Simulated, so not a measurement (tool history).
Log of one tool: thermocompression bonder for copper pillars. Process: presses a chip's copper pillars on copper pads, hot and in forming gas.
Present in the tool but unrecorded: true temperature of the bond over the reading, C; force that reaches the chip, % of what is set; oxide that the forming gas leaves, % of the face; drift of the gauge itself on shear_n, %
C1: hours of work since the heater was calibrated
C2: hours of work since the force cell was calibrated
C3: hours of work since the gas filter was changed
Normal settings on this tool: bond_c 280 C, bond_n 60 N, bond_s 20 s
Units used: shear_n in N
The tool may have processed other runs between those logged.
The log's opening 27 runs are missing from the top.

run 28 hour=467.1 | bond_c=280 bond_n=60 bond_s=13 | C1=506 C2=168 C3=186 | shear_n=55.8
run 29 hour=479.3 | bond_c=289 bond_n=60 bond_s=20 | C1=513 C2=175 C3=193 | shear_n=67.7
run 30 hour=502.3 | bond_c=289 bond_n=48 bond_s=26 | C1=527 C2=188 C3=206 | shear_n=61.0
run 31 hour=513.4 | bond_c=289 bond_n=48 bond_s=26 | C1=533 C2=194 C3=212 | shear_n=61.8
run 32 hour=528.8 | bond_c=298 bond_n=58 bond_s=28 | C1=542 C2=203 C3=221 | shear_n=76.8
run 33 hour=546.4 | bond_c=298 bond_n=58 bond_s=23 | C1=552 C2=213 C3=231 | shear_n=72.7
run 34 hour=569.3 | bond_c=266 bond_n=74 bond_s=22 | C1=565 C2=226 C3=244 | shear_n=69.2
run 35 hour=587.5 | bond_c=280 bond_n=59 bond_s=20 | C1=575 C2=237 C3=254 | shear_n=61.9
run 36 hour=598.5 | bond_c=303 bond_n=64 bond_s=15 | C1=581 C2=243 C3=261 | shear_n=73.3
run 37 hour=615.9 | bond_c=307 bond_n=43 bond_s=35 | C1=591 C2=253 C3=271 | shear_n=70.0
run 38 hour=638.4 | bond_c=307 bond_n=42 bond_s=21 | C1=604 C2=266 C3=283 | shear_n=59.6
run 39 hour=654.0 | bond_c=287 bond_n=47 bond_s=20 | C1=613 C2=275 C3=292 | shear_n=55.6

Here are 4 independent what-if runs from the current tool condition. What would each one return?
run A hour=676.7 | bond_c=302 bond_n=47 bond_s=13 | C1=626 C2=287 C3=305 | shear_n=?
run B hour=676.7 | bond_c=271 bond_n=64 bond_s=28 | C1=626 C2=287 C3=305 | shear_n=?
run C hour=676.7 | bond_c=258 bond_n=64 bond_s=11 | C1=626 C2=287 C3=305 | shear_n=?
run D hour=676.7 | bond_c=290 bond_n=39 bond_s=47 | C1=626 C2=287 C3=305 | shear_n=?

run=A shear_n=54.0
run=B shear_n=68.9
run=C shear_n=46.2
run=D shear_n=61.5
What these runs would have given with no unlogged condition in the tool:
run=A shear_n=50.2
run=B shear_n=64.9
run=C shear_n=42.4
run=D shear_n=57.5

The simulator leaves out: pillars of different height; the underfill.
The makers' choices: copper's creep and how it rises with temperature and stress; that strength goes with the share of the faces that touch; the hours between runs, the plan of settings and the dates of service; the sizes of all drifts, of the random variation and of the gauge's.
